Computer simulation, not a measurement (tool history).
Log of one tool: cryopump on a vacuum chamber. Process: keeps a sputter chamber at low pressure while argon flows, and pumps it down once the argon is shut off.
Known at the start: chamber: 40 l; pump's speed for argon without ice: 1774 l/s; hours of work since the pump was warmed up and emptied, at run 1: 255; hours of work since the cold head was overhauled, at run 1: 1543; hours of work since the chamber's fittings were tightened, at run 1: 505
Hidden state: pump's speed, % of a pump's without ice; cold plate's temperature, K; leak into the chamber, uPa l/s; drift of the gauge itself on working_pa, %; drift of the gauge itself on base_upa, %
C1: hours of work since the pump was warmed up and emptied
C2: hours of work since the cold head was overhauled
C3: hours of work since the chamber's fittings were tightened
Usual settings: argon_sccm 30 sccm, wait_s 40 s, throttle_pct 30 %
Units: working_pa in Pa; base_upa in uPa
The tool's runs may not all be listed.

{"run": 1, "hour": 0.0, "argon_sccm": 30, "wait_s": 40, "throttle_pct": 30, "C1": 255, "C2": 1543, "C3": 505, "working_pa": 0.0976, "base_upa": 2.17}
{"run": 2, "hour": 34.2, "argon_sccm": 30, "wait_s": 40, "throttle_pct": 30, "C1": 284, "C2": 1572, "C3": 533, "working_pa": 0.0988, "base_upa": 2.13}
{"run": 3, "hour": 111.5, "argon_sccm": 30, "wait_s": 20, "throttle_pct": 30, "C1": 348, "C2": 1636, "C3": 598, "working_pa": 0.0986, "base_upa": 3.79}
{"run": 4, "hour": 165.7, "argon_sccm": 30, "wait_s": 82, "throttle_pct": 30, "C1": 394, "C2": 1681, "C3": 643, "working_pa": 0.1008, "base_upa": 1.48}
{"run": 5, "hour": 215.7, "argon_sccm": 30, "wait_s": 40, "throttle_pct": 31, "C1": 435, "C2": 1723, "C3": 685, "working_pa": 0.0964, "base_upa": 2.3}
{"run": 6, "hour": 285.9, "argon_sccm": 30, "wait_s": 40, "throttle_pct": 31, "C1": 494, "C2": 1782, "C3": 744, "working_pa": 0.0964, "base_upa": 2.36}
{"run": 7, "hour": 335.1, "argon_sccm": 30, "wait_s": 25, "throttle_pct": 31, "C1": 535, "C2": 1823, "C3": 785, "working_pa": 0.0976, "base_upa": 3.36}
{"run": 8, "hour": 406.2, "argon_sccm": 30, "wait_s": 25, "throttle_pct": 31, "C1": 594, "C2": 1882, "C3": 844, "working_pa": 0.0984, "base_upa": 3.42}
{"run": 9, "hour": 442.1, "argon_sccm": 30, "wait_s": 25, "throttle_pct": 31, "C1": 624, "C2": 1912, "C3": 874, "working_pa": 0.099, "base_upa": 3.46}
{"run": 10, "hour": 502.0, "argon_sccm": 30, "wait_s": 250, "throttle_pct": 19, "C1": 674, "C2": 1962, "C3": 924, "working_pa": 0.1587, "base_upa": 1.18}
{"run": 11, "hour": 564.5, "argon_sccm": 30, "wait_s": 27, "throttle_pct": 19, "C1": 726, "C2": 2014, "C3": 976, "working_pa": 0.1588, "base_upa": 3.38}
{"run": 12, "hour": 608.3, "argon_sccm": 17, "wait_s": 31, "throttle_pct": 53, "C1": 763, "C2": 2051, "C3": 1013, "working_pa": 0.0348, "base_upa": 3.08}
{"run": 13, "hour": 647.5, "argon_sccm": 17, "wait_s": 31, "throttle_pct": 53, "C1": 796, "C2": 2084, "C3": 1046, "working_pa": 0.0352, "base_upa": 3.07}
{"run": 14, "hour": 710.8, "argon_sccm": 51, "wait_s": 111, "throttle_pct": 17, "C1": 849, "C2": 2137, "C3": 1098, "working_pa": 0.3006, "base_upa": 1.68}
{"run": 15, "hour": 769.1, "argon_sccm": 30, "wait_s": 35, "throttle_pct": 27, "C1": 897, "C2": 2185, "C3": 1147, "working_pa": 0.1168, "base_upa": 3.05}
{"run": 16, "hour": 817.2, "argon_sccm": 20, "wait_s": 35, "throttle_pct": 27, "C1": 937, "C2": 2225, "C3": 1187, "working_pa": 0.0775, "base_upa": 3.1}

The same runs without the tool's hidden state, with the same run-to-run variation:
run=1 working_pa=0.0948 base_upa=1.79
run=2 working_pa=0.0956 base_upa=1.74
run=3 working_pa=0.0949 base_upa=3.34
run=4 working_pa=0.0966 base_upa=0.99
run=5 working_pa=0.0917 base_upa=1.76
run=6 working_pa=0.0911 base_upa=1.77
run=7 working_pa=0.0918 base_upa=2.73
run=8 working_pa=0.092 base_upa=2.73
run=9 working_pa=0.0922 base_upa=2.74
run=10 working_pa=0.1514 base_upa=0.42
run=11 working_pa=0.1508 base_upa=2.54
run=12 working_pa=0.03 base_upa=2.21
run=13 working_pa=0.0302 base_upa=2.17
run=14 working_pa=0.2843 base_upa=0.71
run=15 working_pa=0.1065 base_upa=2.01
run=16 working_pa=0.0703 base_upa=2
